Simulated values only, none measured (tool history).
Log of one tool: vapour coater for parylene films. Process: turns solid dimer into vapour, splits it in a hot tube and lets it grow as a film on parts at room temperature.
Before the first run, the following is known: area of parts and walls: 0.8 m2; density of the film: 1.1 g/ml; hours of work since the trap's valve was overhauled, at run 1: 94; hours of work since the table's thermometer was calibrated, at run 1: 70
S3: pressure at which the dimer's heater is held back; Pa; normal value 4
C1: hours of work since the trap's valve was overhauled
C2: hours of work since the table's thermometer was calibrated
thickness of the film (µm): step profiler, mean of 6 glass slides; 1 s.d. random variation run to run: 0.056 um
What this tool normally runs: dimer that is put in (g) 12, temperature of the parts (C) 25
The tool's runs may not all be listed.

Run 1, hour 0: usual settings; C1 94; C2 70. Result: thickness of the film (µm) 6.24.
Run 2, hour 13: usual settings; C1 104; C2 79. Result: thickness of the film (µm) 6.31.
Run 3, hour 31.9: usual settings; C1 117; C2 93. Result: thickness of the film (µm) 6.15.
Run 4, hour 42.7: usual settings; C1 125; C2 100. Result: thickness of the film (µm) 6.29.
Run 5, hour 59.8: usual settings; C1 137; C2 112. Result: thickness of the film (µm) 6.17.
Run 6, hour 71.3: usual settings; C1 145; C2 121. Result: thickness of the film (µm) 6.22.
Run 7, hour 90: usual settings but dimer that is put in (g) 5; C1 158; C2 134. Result: thickness of the film (µm) 2.58.
Run 8, hour 109.9: usual settings but dimer that is put in (g) 5; C1 173; C2 148. Result: thickness of the film (µm) 2.52.
Run 9, hour 128.8: usual settings but dimer that is put in (g) 5; C1 186; C2 162. Result: thickness of the film (µm) 2.59.
Run 10, hour 137: usual settings but dimer that is put in (g) 5; C1 192; C2 167. Result: thickness of the film (µm) 2.57.
Run 11, hour 149.2: usual settings but dimer that is put in (g) 5; C1 200; C2 176. Result: thickness of the film (µm) 2.51.
Run 12, hour 157.9: usual settings but S3 5.12 Pa; C1 207; C2 182. Result: thickness of the film (µm) 5.84.
Run 13, hour 171.8: usual settings; C1 217; C2 192. Result: thickness of the film (µm) 5.99.
Run 14, hour 186.1: usual settings but temperature of the parts (C) 24; C1 227; C2 202. Result: thickness of the film (µm) 6.1.
Run 15, hour 197.7: usual settings but temperature of the parts (C) 35, S3 7.17 Pa; C1 235; C2 211. Result: thickness of the film (µm) 4.75.
Run 16, hour 211.6: usual settings but dimer that is put in (g) 10, temperature of the parts (C) 36, S3 7.17 Pa; C1 245; C2 221. Result: thickness of the film (µm) 3.91.
Run 17, hour 227.5: usual settings but dimer that is put in (g) 9, temperature of the parts (C) 36, S3 7.17 Pa; C1 256; C2 232. Result: thickness of the film (µm) 3.48.
Run 18, hour 241.6: usual settings but dimer that is put in (g) 9, temperature of the parts (C) 30, S3 10.92 Pa; C1 266; C2 242. Result: thickness of the film (µm) 3.62.
Run 19, hour 261.5: usual settings but dimer that is put in (g) 19, temperature of the parts (C) 24, S3 2.99 Pa; C1 280; C2 256. Result: thickness of the film (µm) 9.9.
Run 20, hour 276.7: usual settings but dimer that is put in (g) 19, temperature of the parts (C) 24, S3 2.99 Pa; C1 291; C2 267. Result: thickness of the film (µm) 9.87.
Run 21, hour 285.8: usual settings but dimer that is put in (g) 10; C1 298; C2 273. Result: thickness of the film (µm) 4.83.
Run 22, hour 299.2: usual settings but temperature of the parts (C) 24; C1 307; C2 283. Result: thickness of the film (µm) 5.89.
Run 23, hour 314.9: usual settings but dimer that is put in (g) 6, temperature of the parts (C) 20, S3 3.17 Pa; C1 318; C2 294. Result: thickness of the film (µm) 3.27.
Run 24, hour 331.3: usual settings but dimer that is put in (g) 6, temperature of the parts (C) 20, S3 3.17 Pa; C1 330; C2 306. Result: thickness of the film (µm) 3.26.
Run 25, hour 343.9: usual settings but dimer that is put in (g) 15, temperature of the parts (C) 28, S3 2.46 Pa; C1 339; C2 315. Result: thickness of the film (µm) 7.4.
Run 26, hour 357.2: usual settings but dimer that is put in (g) 7, S3 6.64 Pa; C1 349; C2 324. Result: thickness of the film (µm) 3.07.
Run 27, hour 369.4: usual settings but dimer that is put in (g) 8, temperature of the parts (C) 33, S3 6.23 Pa; C1 357; C2 333. Result: thickness of the film (µm) 3.18.

Predict each of these 5 candidate next runs independently; none follows another, all start after run 27:
Run A, hour 377.8: usual settings but dimer that is put in (g) 10, temperature of the parts (C) 30; C1 363; C2 339. Result: thickness of the film (µm) ?.
Run B, hour 377.8: usual settings but dimer that is put in (g) 13, S3 3.16 Pa; C1 363; C2 339. Result: thickness of the film (µm) ?.
Run C, hour 377.8: usual settings but dimer that is put in (g) 8, temperature of the parts (C) 33, S3 2.95 Pa; C1 363; C2 339. Result: thickness of the film (µm) ?.
Run D, hour 377.8: usual settings but dimer that is put in (g) 20, temperature of the parts (C) 23, S3 8.51 Pa; C1 363; C2 339. Result: thickness of the film (µm) ?.
Run E, hour 377.8: usual settings but dimer that is put in (g) 8, temperature of the parts (C) 17, S3 8.5 Pa; C1 363; C2 339. Result: thickness of the film (µm) ?.

run  thickness of the film (µm)
  A                        4.43
  B                         6.4
  C                         3.5
  D                        8.92
  E                        3.97
What these runs would have given with no unlogged condition in the tool:
run  thickness of the film (µm)
  A                           5
  B                        7.21
  C                        3.95
  D                       10.05
  E                        4.47
